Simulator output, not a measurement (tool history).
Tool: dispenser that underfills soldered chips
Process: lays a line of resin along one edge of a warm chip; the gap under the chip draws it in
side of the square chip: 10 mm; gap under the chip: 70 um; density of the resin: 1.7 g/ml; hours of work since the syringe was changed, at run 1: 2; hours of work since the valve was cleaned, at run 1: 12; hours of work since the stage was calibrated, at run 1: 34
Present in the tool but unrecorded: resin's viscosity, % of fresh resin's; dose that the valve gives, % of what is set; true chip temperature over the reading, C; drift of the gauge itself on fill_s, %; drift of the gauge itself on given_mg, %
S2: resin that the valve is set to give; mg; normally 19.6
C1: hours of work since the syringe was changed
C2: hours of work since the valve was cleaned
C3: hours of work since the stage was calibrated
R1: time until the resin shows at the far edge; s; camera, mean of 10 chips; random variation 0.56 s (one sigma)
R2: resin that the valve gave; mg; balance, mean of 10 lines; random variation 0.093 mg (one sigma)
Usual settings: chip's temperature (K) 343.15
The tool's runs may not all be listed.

Run 1, hour 0.0: usual settings; C1 2; C2 12; C3 34. Result: R1 51.1 s, R2 19.41 mg.
Run 2, hour 3.8: usual settings but S2 21.1 mg; C1 5; C2 15; C3 37. Result: R1 55.5 s, R2 20.73 mg.
Run 3, hour 8.5: usual settings but chip's temperature (K) 345.15, S2 21.1 mg; C1 8; C2 18; C3 40. Result: R1 56.0 s, R2 21.06 mg.
At hour 11.2: new syringe of resin.
Run 4, hour 13.1: usual settings but chip's temperature (K) 345.15, S2 21.1 mg; C1 1; C2 21; C3 43. Result: R1 44.8 s, R2 20.77 mg.
Run 5, hour 16.9: usual settings but chip's temperature (K) 345.15, S2 23.0 mg; C1 4; C2 24; C3 46. Result: R1 48.7 s, R2 22.57 mg.
Run 6, hour 19.5: usual settings but chip's temperature (K) 345.15, S2 23.0 mg; C1 6; C2 26; C3 48. Result: R1 52.7 s, R2 22.61 mg.
Run 7, hour 23.6: usual settings but S2 20.4 mg; C1 9; C2 29; C3 51. Result: R1 63.7 s, R2 19.85 mg.
At hour 25.4: new syringe of resin.
Run 8, hour 27.6: usual settings but S2 20.4 mg; C1 2; C2 32; C3 54. Result: R1 49.8 s, R2 19.90 mg.
Run 9, hour 30.3: usual settings; C1 4; C2 34; C3 56. Result: R1 53.9 s, R2 19.02 mg.
Run 10, hour 33.5: usual settings; C1 6; C2 36; C3 58. Result: R1 58.6 s, R2 19.08 mg.
Run 11, hour 37.9: usual settings but S2 17.5 mg; C1 9; C2 39; C3 61. Result: R1 66.8 s, R2 17.15 mg.
At hour 39.3: new syringe of resin.
Run 12, hour 42.6: usual settings but S2 17.5 mg; C1 2; C2 43; C3 65. Result: R1 53.2 s, R2 17.00 mg.
Run 13, hour 44.6: usual settings but S2 17.5 mg; C1 4; C2 44; C3 66. Result: R1 54.6 s, R2 17.00 mg.
Run 14, hour 46.9: usual settings but chip's temperature (K) 353.15, S2 19.0 mg; C1 6; C2 46; C3 68. Result: R1 35.5 s, R2 18.50 mg.
Run 15, hour 49.4: usual settings but chip's temperature (K) 335.15, S2 18.6 mg; C1 7; C2 47; C3 70. Result: R1 89.5 s, R2 17.97 mg.
Run 16, hour 51.6: usual settings but chip's temperature (K) 335.15, S2 18.6 mg; C1 9; C2 49; C3 71. Result: R1 93.2 s, R2 17.91 mg.
At hour 53.4: new syringe of resin.
Run 17, hour 54.0: usual settings but chip's temperature (K) 357.15, S2 22.1 mg; C1 0; C2 51; C3 73. Result: R1 25.7 s, R2 21.24 mg.
Run 18, hour 58.6: usual settings but chip's temperature (K) 342.15, S2 24.7 mg; C1 4; C2 54; C3 76. Result: R1 57.4 s, R2 23.57 mg.
Run 19, hour 61.4: usual settings but chip's temperature (K) 353.15, S2 24.7 mg; C1 6; C2 56; C3 78. Result: R1 37.0 s, R2 23.68 mg.
Run 20, hour 65.7: usual settings but chip's temperature (K) 340.15, S2 21.8 mg; C1 9; C2 59; C3 81. Result: R1 75.2 s, R2 20.88 mg.

Entry by entry between the runs, the difference in hidden state between the last listed run before and the first listed run after:
Run 3 -> run 4: new syringe of resin (hour 11.2)
  resin's viscosity, % of fresh resin's: 131.8 -> 105.1; dose that the valve gives, % of what is set: 98.62 -> 98.37; true chip temperature over the reading, C: -0.21 -> -0.23
  measured value less the no-hidden-state value, R1: +14.1 -> +2.7 s; R2: -0.29 -> -0.34 mg
Run 7 -> run 8: new syringe of resin (hour 25.4)
  resin's viscosity, % of fresh resin's: 134.6 -> 104.9; dose that the valve gives, % of what is set: 97.86 -> 97.68; true chip temperature over the reading, C: -0.28 -> -0.3
  measured value less the no-hidden-state value, R1: +17.2 -> +3.1 s; R2: -0.44 -> -0.48 mg
Run 11 -> run 12: new syringe of resin (hour 39.3)
  resin's viscosity, % of fresh resin's: 133.6 -> 106.5; dose that the valve gives, % of what is set: 97.15 -> 96.92; true chip temperature over the reading, C: -0.35 -> -0.38
  measured value less the no-hidden-state value, R1: +17.9 -> +4.4 s; R2: -0.50 -> -0.54 mg
Run 16 -> run 17: new syringe of resin (hour 53.4)
  resin's viscosity, % of fresh resin's: 131.5 -> 101.9; dose that the valve gives, % of what is set: 96.47 -> 96.35; true chip temperature over the reading, C: -0.42 -> -0.43
  measured value less the no-hidden-state value, R1: +24.2 -> +1.0 s; R2: -0.66 -> -0.80 mg

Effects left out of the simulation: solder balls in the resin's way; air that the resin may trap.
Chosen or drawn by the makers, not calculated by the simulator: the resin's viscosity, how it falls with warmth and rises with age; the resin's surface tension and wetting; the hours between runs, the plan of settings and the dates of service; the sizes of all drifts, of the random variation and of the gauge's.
